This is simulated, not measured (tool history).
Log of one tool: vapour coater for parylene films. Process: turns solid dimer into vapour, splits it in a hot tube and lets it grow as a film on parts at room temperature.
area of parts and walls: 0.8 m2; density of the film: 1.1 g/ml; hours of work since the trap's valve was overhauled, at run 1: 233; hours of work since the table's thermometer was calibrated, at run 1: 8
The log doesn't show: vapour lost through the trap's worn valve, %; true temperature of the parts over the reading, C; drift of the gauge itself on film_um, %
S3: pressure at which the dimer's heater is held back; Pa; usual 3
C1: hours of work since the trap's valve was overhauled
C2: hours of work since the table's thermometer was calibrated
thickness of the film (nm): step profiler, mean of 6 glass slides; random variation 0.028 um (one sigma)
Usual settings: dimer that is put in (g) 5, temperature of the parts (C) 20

{"run": 1, "hour": 0.0, "dimer that is put in (g)": 5, "temperature of the parts (C)": 20, "S3": 3, "C1": 233, "C2": 8, "thickness of the film (nm)": 3840}
{"run": 2, "hour": 71.2, "dimer that is put in (g)": 5, "temperature of the parts (C)": 20, "S3": 3, "C1": 285, "C2": 60, "thickness of the film (nm)": 3790}
{"run": 3, "hour": 134.1, "dimer that is put in (g)": 5, "temperature of the parts (C)": 20, "S3": 3, "C1": 330, "C2": 105, "thickness of the film (nm)": 3720}
{"run": 4, "hour": 196.4, "dimer that is put in (g)": 5, "temperature of the parts (C)": 20, "S3": 3, "C1": 375, "C2": 150, "thickness of the film (nm)": 3670}
{"run": 5, "hour": 264.8, "dimer that is put in (g)": 5, "temperature of the parts (C)": 20, "S3": 3, "C1": 425, "C2": 200, "thickness of the film (nm)": 3630}
{"hour": 293.5, "done": "trap's valve overhauled"}
{"run": 6, "hour": 307.7, "dimer that is put in (g)": 5, "temperature of the parts (C)": 20, "S3": 3, "C1": 10, "C2": 228, "thickness of the film (nm)": 4030}
{"run": 7, "hour": 350.8, "dimer that is put in (g)": 7, "temperature of the parts (C)": 18, "S3": 3, "C1": 42, "C2": 259, "thickness of the film (nm)": 5940}
{"run": 8, "hour": 424.7, "dimer that is put in (g)": 7, "temperature of the parts (C)": 18, "S3": 5.28, "C1": 95, "C2": 313, "thickness of the film (nm)": 5350}
{"run": 9, "hour": 466.6, "dimer that is put in (g)": 5, "temperature of the parts (C)": 19, "S3": 4.74, "C1": 125, "C2": 343, "thickness of the film (nm)": 3620}
{"run": 10, "hour": 505.9, "dimer that is put in (g)": 5, "temperature of the parts (C)": 16, "S3": 4.74, "C1": 154, "C2": 372, "thickness of the film (nm)": 4130}
{"run": 11, "hour": 567.2, "dimer that is put in (g)": 5, "temperature of the parts (C)": 16, "S3": 4.74, "C1": 198, "C2": 416, "thickness of the film (nm)": 4020}

4 ways to go on from here, each from the tool as it stands after run 11. What would each give?
{"run": "A", "hour": 641.3, "dimer that is put in (g)": 5, "temperature of the parts (C)": 12, "S3": 2.8, "C1": 252, "C2": 470, "thickness of the film (nm)": "?"}
{"run": "B", "hour": 641.3, "dimer that is put in (g)": 7, "temperature of the parts (C)": 16, "S3": 4.94, "C1": 252, "C2": 470, "thickness of the film (nm)": "?"}
{"run": "C", "hour": 641.3, "dimer that is put in (g)": 5, "temperature of the parts (C)": 27, "S3": 3, "C1": 252, "C2": 470, "thickness of the film (nm)": "?"}
{"run": "D", "hour": 641.3, "dimer that is put in (g)": 5, "temperature of the parts (C)": 15, "S3": 4.52, "C1": 252, "C2": 470, "thickness of the film (nm)": "?"}

run=A thickness_of_the_film_(nm)=5220
run=B thickness_of_the_film_(nm)=5520
run=C thickness_of_the_film_(nm)=2870
run=D thickness_of_the_film_(nm)=4190
Without the tool's hidden state the same runs would have given:
run=A thickness_of_the_film_(nm)=5610
run=B thickness_of_the_film_(nm)=5940
run=C thickness_of_the_film_(nm)=3090
run=D thickness_of_the_film_(nm)=4510
